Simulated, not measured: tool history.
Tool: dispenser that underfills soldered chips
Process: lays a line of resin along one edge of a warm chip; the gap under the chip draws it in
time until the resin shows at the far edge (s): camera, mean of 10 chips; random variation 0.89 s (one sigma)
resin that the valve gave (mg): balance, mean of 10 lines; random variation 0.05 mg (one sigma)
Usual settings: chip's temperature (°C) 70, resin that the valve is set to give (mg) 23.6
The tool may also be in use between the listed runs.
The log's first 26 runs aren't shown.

| run | hour | chip's temperature (°C) | resin that the valve is set to give (mg) | hours of work since the syringe was changed | hours of work since the valve was cleaned | hours of work since the stage was calibrated | time until the resin shows at the far edge (s) | resin that the valve gave (mg) |
|---|---|---|---|---|---|---|---|---|
| 27 | 220.1 | 70 | 26.8 | 5 | 19 | 180 | 129.8 | 26.64 |
|  | 221.3 | new syringe of resin |
| 28 | 226.6 | 70 | 21.8 | 3 | 23 | 184 | 113.9 | 21.62 |
|  | 231.2 | new syringe of resin |
| 29 | 234.8 | 70 | 25.2 | 2 | 27 | 188 | 104 | 24.96 |
| 30 | 239.9 | 66 | 25.8 | 5 | 31 | 192 | 157.6 | 25.48 |
|  | 241.9 | new syringe of resin |
| 31 | 248.2 | 81 | 21.1 | 4 | 35 | 196 | 74.2 | 20.79 |
|  | 252.6 | new syringe of resin |
| 32 | 254.4 | 81 | 21.1 | 1 | 39 | 200 | 60.1 | 20.76 |
| 33 | 259.3 | 81 | 21.1 | 4 | 42 | 203 | 74 | 20.78 |
|  | 262.8 | new syringe of resin |
| 34 | 269.6 | 72 | 23.7 | 4 | 48 | 209 | 109.9 | 23.26 |
|  | 272.9 | new syringe of resin |
| 35 | 275.7 | 74 | 21.8 | 2 | 52 | 213 | 82.9 | 21.37 |

Forecast each of these 3 alternatives for the next run:
|  | 282.9 | new syringe of resin |
| A | 282.9 | 79 | 21.8 | 0 | 56 | 217 | ? | ? |
|  | 282.9 | new syringe of resin |
| B | 282.9 | 70 | 25 | 0 | 56 | 217 | ? | ? |
|  | 282.9 | new syringe of resin |
| C | 282.9 | 56 | 23.6 | 0 | 56 | 217 | ? | ? |

| run | time until the resin shows at the far edge (s) | resin that the valve gave (mg) |
|---|---|---|
| A | 58.7 | 21.31 |
| B | 89.7 | 24.45 |
| C | 186.1 | 23.06 |
Without the tool's hidden state the same runs would have given:
| run | time until the resin shows at the far edge (s) | resin that the valve gave (mg) |
|---|---|---|
| A | 54.3 | 21.8 |
| B | 83.1 | 25.01 |
| C | 171 | 23.6 |
